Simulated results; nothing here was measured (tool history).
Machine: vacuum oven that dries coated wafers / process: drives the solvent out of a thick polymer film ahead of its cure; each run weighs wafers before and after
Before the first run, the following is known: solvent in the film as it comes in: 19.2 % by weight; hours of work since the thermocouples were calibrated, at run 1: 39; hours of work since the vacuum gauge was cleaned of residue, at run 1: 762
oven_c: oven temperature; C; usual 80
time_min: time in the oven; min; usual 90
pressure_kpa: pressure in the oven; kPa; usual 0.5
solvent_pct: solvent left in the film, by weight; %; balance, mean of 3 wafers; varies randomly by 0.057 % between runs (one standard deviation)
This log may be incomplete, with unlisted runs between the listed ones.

run   hour  oven_c  time_min  pressure_kpa  hours of work since the thermocouples were calibrated  hours of work since the vacuum gauge was cleaned of residue  solvent_pct
  1      0      80        90           0.5                                                     39                                                          762          3.4
  2   41.4      80        90           0.5                                                     68                                                          791         3.38
  3   86.1      80        90           0.5                                                     99                                                          821         3.47
  4  117.1      80        90         0.722                                                    120                                                          843         3.86
  5  178.6      80        75           0.5                                                    162                                                          885         4.19
  6  231.6      80        75           0.5                                                    199                                                          922         4.23
  7  261.8      80        75         1.386                                                    220                                                          943         5.85
  8  299.3      80        75         1.386                                                    246                                                          968         5.78
       307  -- oven's thermocouples calibrated
  9  354.2      87        75         0.865                                                     33                                                         1005         3.05
 10  403.7      80        90         1.665                                                     67                                                         1039          5.9
 11    463      85        90         0.388                                                    108                                                         1080         2.35
 12  500.3      83        60         0.465                                                    133                                                         1106         4.37
 13  542.9      74        57         0.549                                                    163                                                         1135         8.48
 14  604.4      76        74         1.851                                                    205                                                         1178         8.74
     647.4  -- oven's thermocouples calibrated, once more
 15    662      76        76          0.51                                                     10                                                         1216         5.62

What if the next run were any one of these 5? Each begins from the tool's condition after run 15:
  A  716.8      68        64          0.51                                                     48                                                         1254            ?
  B  716.8      76       107          0.51                                                     48                                                         1254            ?
  C  716.8      69        76          0.51                                                     48                                                         1254            ?
  D  716.8      76       105         0.662                                                     48                                                         1254            ?
  E  716.8      70        76          0.51                                                     48                                                         1254            ?

run  solvent_pct
  A         9.71
  B         4.12
  C         8.36
  D          4.6
  E         8.16
Without the tool's unlogged condition, the same runs would have read:
run  solvent_pct
  A         8.87
  B          3.2
  C         7.47
  D         3.68
  E         7.26
